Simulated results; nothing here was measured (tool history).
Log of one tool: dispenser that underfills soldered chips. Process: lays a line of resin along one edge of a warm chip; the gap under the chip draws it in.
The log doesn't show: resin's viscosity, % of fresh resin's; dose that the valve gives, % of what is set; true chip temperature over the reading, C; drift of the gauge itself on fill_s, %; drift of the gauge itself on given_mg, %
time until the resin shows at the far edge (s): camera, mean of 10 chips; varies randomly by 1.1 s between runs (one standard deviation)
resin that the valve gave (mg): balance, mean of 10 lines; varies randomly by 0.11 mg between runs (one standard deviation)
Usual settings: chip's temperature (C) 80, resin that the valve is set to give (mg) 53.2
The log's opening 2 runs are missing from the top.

run	hour	chip's temperature (C)	resin that the valve is set to give (mg)	hours of work since the syringe was changed	hours of work since the valve was cleaned	hours of work since the stage was calibrated	time until the resin shows at the far edge (s)	resin that the valve gave (mg)
# hour 13.4: dispensing valve cleaned and set on the balance
# hour 14.9: new syringe of resin
3	15.9	80	51	1	1	239	101.9	51.03
4	24	80	45.8	6	7	244	131.8	45.55
# hour 31.6: new syringe of resin
5	32.6	80	53.2	1	12	250	103.3	52.64
6	39.4	80	51.6	5	16	254	127.1	50.9
# hour 48: new syringe of resin
7	49.3	80	51.6	1	22	260	101.3	50.75
8	59.5	80	51.6	7	29	267	134.7	50.51
# hour 64.3: new syringe of resin
9	64.6	80	51.6	0	32	270	98.8	50.54
10	72.2	80	51.6	5	37	275	123.9	50.37
11	77.3	80	51.6	8	40	278	145.8	50.25
# hour 80.9: new syringe of resin
# hour 82.7: dispensing valve cleaned and set on the balance
12	84.8	80	51.6	2	1	282	109.9	51.5
13	89.7	80	51.6	5	4	285	126.5	51.51
14	95.7	80	51.6	9	8	289	151.3	51.28
# hour 98.6: new syringe of resin
15	106.2	80	53.2	5	15	296	123.2	52.73
# hour 115: new syringe of resin
16	115.1	80	53.2	0	20	301	96.5	52.64
17	122.8	80	53.2	5	25	306	119.2	52.5

Forecast run 18:
18	127.1	80	53.2	8	28	309	?	?

{"run 18": {"time until the resin shows at the far edge (s)": 136.1, "resin that the valve gave (mg)": 52.37}}
Without the tool's hidden state the same run would have given time until the resin shows at the far edge (s) 106.4, resin that the valve gave (mg) 53.2.

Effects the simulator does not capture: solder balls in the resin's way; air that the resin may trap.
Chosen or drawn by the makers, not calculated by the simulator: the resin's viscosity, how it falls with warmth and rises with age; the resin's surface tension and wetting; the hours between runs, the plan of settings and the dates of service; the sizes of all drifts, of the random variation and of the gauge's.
